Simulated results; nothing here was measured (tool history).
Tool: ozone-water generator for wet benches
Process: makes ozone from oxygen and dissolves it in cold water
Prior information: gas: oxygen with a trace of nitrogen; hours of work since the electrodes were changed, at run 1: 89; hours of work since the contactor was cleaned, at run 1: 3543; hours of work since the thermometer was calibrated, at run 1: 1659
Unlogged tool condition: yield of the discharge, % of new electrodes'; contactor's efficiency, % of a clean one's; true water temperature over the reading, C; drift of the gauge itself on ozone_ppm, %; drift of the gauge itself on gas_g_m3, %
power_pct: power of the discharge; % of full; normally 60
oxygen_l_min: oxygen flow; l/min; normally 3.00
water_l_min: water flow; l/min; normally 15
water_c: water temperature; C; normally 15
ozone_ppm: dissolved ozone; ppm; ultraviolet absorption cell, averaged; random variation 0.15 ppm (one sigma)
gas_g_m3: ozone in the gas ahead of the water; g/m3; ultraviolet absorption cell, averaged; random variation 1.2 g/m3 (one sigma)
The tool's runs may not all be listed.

run,hour,power_pct,oxygen_l_min,water_l_min,water_c,hours of work since the electrodes were changed,hours of work since the contactor was cleaned,hours of work since the thermometer was calibrated,ozone_ppm,gas_g_m3
1,0.0,60,3.00,15,15,89,3543,1659,17.7,216.5
2,24.3,60,3.00,15,15,105,3560,1676,17.5,216.7
3,44.7,60,3.00,15,15,119,3574,1690,17.7,217.0
4,78.0,60,3.00,15,15,142,3597,1713,17.6,215.2
5,116.0,60,3.00,15,15,168,3623,1739,17.8,216.4
6,135.1,47,3.00,15,15,181,3636,1752,14.5,178.2
7,158.3,47,3.00,15,15,197,3652,1768,14.2,176.8
8,176.8,47,2.05,15,15,210,3665,1780,13.3,208.6
9,199.7,47,2.05,15,15,226,3680,1796,13.1,208.1
10,229.4,60,3.00,15,17,246,3701,1816,17.1,217.7
11,266.5,60,3.00,15,17,272,3726,1842,17.0,218.2
12,300.7,60,3.00,15,15,295,3750,1865,17.5,216.9
13,336.4,50,3.00,15,15,320,3774,1890,15.2,185.9
14,357.0,50,3.00,15,15,334,3788,1904,15.1,187.3
15,385.8,50,3.00,15,15,354,3808,1924,15.2,187.6
16,402.4,50,3.00,15,15,365,3820,1935,15.1,186.5
17,427.4,60,3.00,19,15,382,3837,1952,14.4,215.9
18,446.6,60,3.00,19,15,395,3850,1966,14.0,214.2
19,474.3,60,3.00,19,15,414,3869,1985,14.3,216.1
20,501.4,60,3.00,19,15,433,3888,2003,14.2,216.6
# hour 507.6: contactor cleaned
21,524.4,66,3.51,10,16,446,12,2016,25.4,218.1
22,543.4,66,1.89,10,16,459,25,2029,23.2,284.3
23,572.3,66,1.89,10,16,479,44,2049,23.3,283.4
24,604.7,78,4.19,13,17,501,67,2071,24.4,233.2
25,628.6,78,4.19,13,17,518,83,2088,24.4,231.7
# hour 646.3: contactor cleaned, once more
26,653.9,63,1.62,13,17,532,5,2103,17.7,292.3
27,683.7,64,3.76,24,17,553,26,2123,12.8,206.9
28,719.8,78,1.70,10,8,577,51,2148,28.9,336.4
29,752.7,50,2.35,10,8,600,73,2170,22.3,206.4
30,768.7,60,3.78,9,15,611,84,2181,26.8,195.1
31,789.3,62,2.96,9,15,625,98,2196,27.0,222.2
32,823.6,62,2.96,9,15,649,122,2219,27.6,221.6
33,852.3,41,2.96,9,7,668,141,2239,22.1,160.0

Subtracting, for every run, the result it would have given without the tool's unlogged condition from the measured result gives the following. The same run-to-run variation enters both numbers; the gauge's scatter may not:
run,ozone_ppm,gas_g_m3
1,-0.6,-1.3
2,-0.6,-1.3
3,-0.6,-1.4
4,-0.7,-1.5
5,-0.7,-1.5
6,-0.6,-1.0
7,-0.5,-1.0
8,-0.5,-1.3
9,-0.5,-1.3
10,-0.7,-1.9
11,-0.6,-2.0
12,-0.7,-2.0
13,-0.6,-1.5
14,-0.6,-1.6
15,-0.6,-1.6
16,-0.6,-1.6
17,-0.7,-2.3
18,-0.6,-2.4
19,-0.7,-2.4
20,-0.6,-2.5
21,-1.6,-2.8
22,-1.4,-3.7
23,-1.4,-3.8
24,-1.7,-3.7
25,-1.7,-3.8
26,-0.4,-4.1
27,-0.3,-3.0
28,-0.8,-6.0
29,-0.5,-2.5
30,-0.7,-2.8
31,-0.7,-3.4
32,-0.7,-3.5
33,-0.4,-1.7

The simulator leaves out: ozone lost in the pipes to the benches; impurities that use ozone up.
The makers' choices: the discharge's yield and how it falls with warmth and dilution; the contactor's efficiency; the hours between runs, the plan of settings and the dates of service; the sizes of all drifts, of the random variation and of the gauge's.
